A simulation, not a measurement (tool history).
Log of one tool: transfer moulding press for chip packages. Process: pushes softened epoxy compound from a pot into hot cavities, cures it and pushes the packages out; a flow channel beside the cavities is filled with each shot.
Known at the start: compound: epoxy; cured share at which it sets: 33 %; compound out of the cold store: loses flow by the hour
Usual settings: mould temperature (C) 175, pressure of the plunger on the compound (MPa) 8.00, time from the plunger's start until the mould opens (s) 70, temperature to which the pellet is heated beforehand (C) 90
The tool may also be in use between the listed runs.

run,day,mould temperature (C),pressure of the plunger on the compound (MPa),time from the plunger's start until the mould opens (s),temperature to which the pellet is heated beforehand (C),incoming compound's hours out of the cold store,length that the compound runs in the flow channel (mm),greatest force on the pins that push the packages out (N)
1,0.000,175,8.00,70,90,14.1,789,362
2,0.238,175,8.00,70,90,29.8,746,351
3,0.604,175,8.00,81,90,32.4,724,278
4,0.821,175,7.59,70,90,16.0,757,369
5,1.217,175,7.59,70,90,35.4,696,342
6,1.604,175,8.00,54,90,25.4,739,632
# day 1.842: cavities cleaned with cleaning compound and waxed
7,1.842,175,8.00,54,90,45.5,687,626
8,2.096,175,9.09,54,90,11.1,852,664
9,2.300,175,9.09,92,90,45.9,724,277
10,2.575,175,8.00,100,90,11.6,786,261
11,2.912,175,8.00,70,90,9.0,810,369
12,3.150,175,8.00,70,90,32.1,731,348
13,3.488,175,8.00,105,90,15.5,788,255
14,3.838,175,8.00,105,90,23.8,754,268
15,4.067,175,8.00,87,90,47.3,676,277
16,4.404,175,8.00,87,90,8.4,806,284
# day 4.600: cavities cleaned with cleaning compound and waxed
17,4.788,174,8.86,82,87,29.3,773,298
18,5.150,175,8.00,93,90,29.4,736,268
19,5.550,178,8.00,70,90,33.0,705,307
20,5.758,178,8.00,70,90,32.9,715,303
21,6.083,168,6.58,88,88,34.2,655,346
22,6.458,168,8.15,81,88,25.7,762,391
23,6.729,173,7.45,59,99,12.8,768,601
24,6.954,175,7.51,70,90,46.5,661,317
25,7.188,175,7.51,70,90,12.3,772,365

5 ways to go on from here, each from the tool as it stands after run 25. What would each give?
# day 7.338: cavities cleaned with cleaning compound and waxed
# day 7.475: plunger's sealing rings changed
A,7.667,175,7.51,79,90,40.3,?,?
# day 7.338: cavities cleaned with cleaning compound and waxed
# day 7.475: plunger's sealing rings changed
B,7.667,175,7.44,77,90,41.1,?,?
# day 7.338: cavities cleaned with cleaning compound and waxed
# day 7.475: plunger's sealing rings changed
C,7.667,168,9.61,106,90,21.0,?,?
# day 7.338: cavities cleaned with cleaning compound and waxed
# day 7.475: plunger's sealing rings changed
D,7.667,175,6.62,70,90,22.0,?,?
# day 7.338: cavities cleaned with cleaning compound and waxed
# day 7.475: plunger's sealing rings changed
E,7.667,170,7.19,70,90,23.5,?,?

run,length that the compound runs in the flow channel (mm),greatest force on the pins that push the packages out (N)
A,671,307
B,675,298
C,839,282
D,690,356
E,714,484
Without the tool's hidden state the same runs would have given:
run,length that the compound runs in the flow channel (mm),greatest force on the pins that push the packages out (N)
A,671,306
B,675,298
C,839,281
D,690,355
E,714,483

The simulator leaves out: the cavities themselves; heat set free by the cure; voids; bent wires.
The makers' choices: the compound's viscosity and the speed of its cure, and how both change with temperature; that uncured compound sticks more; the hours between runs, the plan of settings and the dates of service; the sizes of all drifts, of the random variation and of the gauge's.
